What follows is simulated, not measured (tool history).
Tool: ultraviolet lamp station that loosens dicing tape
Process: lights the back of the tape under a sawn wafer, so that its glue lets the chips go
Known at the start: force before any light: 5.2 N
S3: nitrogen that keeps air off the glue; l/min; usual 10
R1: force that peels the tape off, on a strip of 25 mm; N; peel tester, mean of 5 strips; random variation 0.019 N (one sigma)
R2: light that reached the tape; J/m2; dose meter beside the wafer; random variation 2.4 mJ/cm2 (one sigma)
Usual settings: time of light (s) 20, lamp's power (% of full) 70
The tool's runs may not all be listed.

Run 1, hour 0.0: usual settings. Result: R1 1.113 N, R2 2550 J/m2.
Run 2, hour 23.5: usual settings but lamp's power (% of full) 64. Result: R1 1.211 N, R2 2300 J/m2.
Run 3, hour 44.8: usual settings. Result: R1 1.095 N, R2 2510 J/m2.
Run 4, hour 71.7: usual settings but time of light (s) 38. Result: R1 0.409 N, R2 4770 J/m2.
Run 5, hour 83.3: usual settings but time of light (s) 38. Result: R1 0.423 N, R2 4760 J/m2.
Run 6, hour 99.3: usual settings but time of light (s) 13. Result: R1 1.893 N, R2 1600 J/m2.
Run 7, hour 113.3: usual settings but time of light (s) 22. Result: R1 0.988 N, R2 2780 J/m2.
Run 8, hour 129.8: usual settings but time of light (s) 22. Result: R1 0.980 N, R2 2720 J/m2.
Run 9, hour 141.1: usual settings but time of light (s) 22. Result: R1 1.006 N, R2 2700 J/m2.
Run 10, hour 163.5: usual settings but time of light (s) 22. Result: R1 0.981 N, R2 2720 J/m2.
Run 11, hour 189.7: usual settings but S3 12 l/min. Result: R1 1.047 N, R2 2420 J/m2.
Run 12, hour 209.5: usual settings but S3 12 l/min. Result: R1 1.039 N, R2 2480 J/m2.
Run 13, hour 222.3: usual settings but S3 12 l/min. Result: R1 1.058 N, R2 2440 J/m2.
Run 14, hour 237.7: usual settings but S3 7 l/min. Result: R1 1.370 N, R2 2500 J/m2.
Run 15, hour 249.6: usual settings but S3 7 l/min. Result: R1 1.300 N, R2 2410 J/m2.
Run 16, hour 261.3: usual settings but S3 7 l/min. Result: R1 1.367 N, R2 2450 J/m2.
Run 17, hour 285.4: usual settings but lamp's power (% of full) 60. Result: R1 1.422 N, R2 2040 J/m2.
Run 18, hour 299.4: usual settings but lamp's power (% of full) 60. Result: R1 1.380 N, R2 2090 J/m2.
Run 19, hour 311.3: usual settings but S3 12 l/min. Result: R1 1.047 N, R2 2430 J/m2.
Run 20, hour 336.1: usual settings but S3 12 l/min. Result: R1 1.086 N, R2 2410 J/m2.
Run 21, hour 351.8: usual settings but S3 8 l/min. Result: R1 1.353 N, R2 2390 J/m2.
Run 22, hour 367.0: usual settings but S3 8 l/min. Result: R1 1.366 N, R2 2400 J/m2.
Run 23, hour 390.0: usual settings but time of light (s) 16, lamp's power (% of full) 69, S3 4 l/min. Result: R1 2.251 N, R2 1890 J/m2.
Run 24, hour 410.9: usual settings but time of light (s) 22, lamp's power (% of full) 65, S3 7 l/min. Result: R1 1.361 N, R2 2460 J/m2.
Run 25, hour 437.1: usual settings but time of light (s) 13, lamp's power (% of full) 88, S3 14 l/min. Result: R1 1.323 N, R2 1950 J/m2.
Run 26, hour 464.4: usual settings but time of light (s) 13, lamp's power (% of full) 88, S3 14 l/min. Result: R1 1.285 N, R2 1930 J/m2.
Run 27, hour 491.8: usual settings but time of light (s) 27, lamp's power (% of full) 94, S3 13 l/min. Result: R1 0.442 N, R2 4280 J/m2.
Run 28, hour 514.6: usual settings but time of light (s) 27, lamp's power (% of full) 94, S3 13 l/min. Result: R1 0.429 N, R2 4290 J/m2.
Run 29, hour 541.2: usual settings but lamp's power (% of full) 84, S3 4 l/min. Result: R1 1.514 N, R2 2800 J/m2.
Run 30, hour 566.9: usual settings but time of light (s) 37, lamp's power (% of full) 88, S3 13 l/min. Result: R1 0.323 N, R2 5410 J/m2.
Run 31, hour 585.9: usual settings but time of light (s) 16, S3 16 l/min. Result: R1 1.350 N, R2 1860 J/m2.
At hour 593.0: window cleaned of glue's vapour.
Run 32, hour 606.7: usual settings but time of light (s) 16, S3 16 l/min. Result: R1 1.254 N, R2 1940 J/m2.
Run 33, hour 628.8: usual settings but time of light (s) 22. Result: R1 1.010 N, R2 2740 J/m2.
Run 34, hour 643.8: usual settings but lamp's power (% of full) 86. Result: R1 0.875 N, R2 2970 J/m2.
Run 35, hour 663.5: usual settings but time of light (s) 27, lamp's power (% of full) 86, S3 11 l/min. Result: R1 0.500 N, R2 4040 J/m2.
Run 36, hour 679.5: usual settings but time of light (s) 27, lamp's power (% of full) 86, S3 11 l/min. Result: R1 0.497 N, R2 4030 J/m2.
Run 37, hour 697.7: usual settings but time of light (s) 27, lamp's power (% of full) 86, S3 11 l/min. Result: R1 0.503 N, R2 4000 J/m2.
Run 38, hour 723.5: usual settings but time of light (s) 27, lamp's power (% of full) 86, S3 11 l/min. Result: R1 0.522 N, R2 4070 J/m2.
Run 39, hour 744.5: usual settings. Result: R1 1.147 N, R2 2390 J/m2.
Run 40, hour 762.8: usual settings but time of light (s) 17. Result: R1 1.445 N, R2 2080 J/m2.
Run 41, hour 775.6: usual settings but lamp's power (% of full) 97, S3 4 l/min. Result: R1 1.215 N, R2 3300 J/m2.
Run 42, hour 800.7: usual settings but lamp's power (% of full) 97, S3 4 l/min. Result: R1 1.222 N, R2 3280 J/m2.
Run 43, hour 822.0: usual settings but lamp's power (% of full) 97, S3 4 l/min. Result: R1 1.246 N, R2 3300 J/m2.

Forecast each of these 4 alternatives for the next run:
Run A, hour 842.5: usual settings but time of light (s) 12, lamp's power (% of full) 63, S3 12 l/min. Result: R1 ?, R2 ?.
Run B, hour 842.5: usual settings but time of light (s) 22, lamp's power (% of full) 62, S3 16 l/min. Result: R1 ?, R2 ?.
Run C, hour 842.5: usual settings but lamp's power (% of full) 86. Result: R1 ?, R2 ?.
Run D, hour 842.5: usual settings but time of light (s) 10, lamp's power (% of full) 97, S3 8 l/min. Result: R1 ?, R2 ?.

run     R1    R2
  A  2.204  1300
  B  0.977  2350
  C  0.914  2930
  D  2.019  1690
Without the tool's hidden state the same runs would have given:
run     R1    R2
  A  1.888  1540
  B  0.758  2780
  C  0.705  3470
  D  1.705  1990
